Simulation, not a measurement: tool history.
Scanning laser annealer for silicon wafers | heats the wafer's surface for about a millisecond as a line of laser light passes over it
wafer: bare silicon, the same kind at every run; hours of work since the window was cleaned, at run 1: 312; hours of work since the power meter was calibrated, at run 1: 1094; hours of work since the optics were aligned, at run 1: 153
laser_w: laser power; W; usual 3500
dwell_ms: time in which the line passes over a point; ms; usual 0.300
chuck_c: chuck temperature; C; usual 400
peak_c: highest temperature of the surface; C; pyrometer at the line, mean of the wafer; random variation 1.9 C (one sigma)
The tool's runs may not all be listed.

| run | hour | laser_w | dwell_ms | chuck_c | hours of work since the window was cleaned | hours of work since the power meter was calibrated | hours of work since the optics were aligned | peak_c |
|---|---|---|---|---|---|---|---|---|
| 1 | 0.0 | 3500 | 0.300 | 400 | 312 | 1094 | 153 | 1199 |
| 2 | 29.9 | 3500 | 0.300 | 400 | 325 | 1106 | 166 | 1202 |
| 3 | 81.0 | 3500 | 0.318 | 400 | 346 | 1128 | 188 | 1220 |
| 4 | 126.3 | 3500 | 0.318 | 400 | 365 | 1147 | 207 | 1221 |
| 5 | 167.3 | 3500 | 0.232 | 400 | 383 | 1165 | 224 | 1097 |
| 6 | 200.3 | 3500 | 0.232 | 400 | 397 | 1179 | 238 | 1095 |
| 7 | 255.6 | 3500 | 0.232 | 400 | 420 | 1202 | 262 | 1098 |
| 8 | 302.4 | 3500 | 0.232 | 400 | 440 | 1222 | 281 | 1095 |
| 9 | 369.8 | 3500 | 0.350 | 400 | 468 | 1250 | 310 | 1267 |
|  | 386.2 | window over the wafer cleaned |
| 10 | 411.8 | 3500 | 0.332 | 421 | 11 | 1267 | 327 | 1264 |
| 11 | 456.9 | 3500 | 0.332 | 421 | 30 | 1286 | 346 | 1267 |
| 12 | 499.9 | 3246 | 0.300 | 400 | 48 | 1305 | 364 | 1120 |
| 13 | 542.2 | 3597 | 0.298 | 392 | 66 | 1323 | 382 | 1219 |
| 14 | 601.9 | 3564 | 0.344 | 407 | 91 | 1348 | 407 | 1290 |
| 15 | 635.1 | 3564 | 0.344 | 407 | 105 | 1362 | 421 | 1285 |
| 16 | 695.0 | 3564 | 0.344 | 407 | 131 | 1387 | 447 | 1288 |
| 17 | 752.1 | 3316 | 0.277 | 371 | 155 | 1411 | 471 | 1085 |

3 ways to go on from here, each from the tool as it stands after run 17. What would each give?
| A | 799.9 | 3368 | 0.346 | 372 | 175 | 1432 | 491 | ? |
| B | 799.9 | 3677 | 0.236 | 409 | 175 | 1432 | 491 | ? |
| C | 799.9 | 3163 | 0.339 | 390 | 175 | 1432 | 491 | ? |

| run | peak_c |
|---|---|
| A | 1194 |
| B | 1161 |
| C | 1135 |
Without the tool's hidden state the same runs would have given:
| run | peak_c |
|---|---|
| A | 1195 |
| B | 1161 |
| C | 1135 |
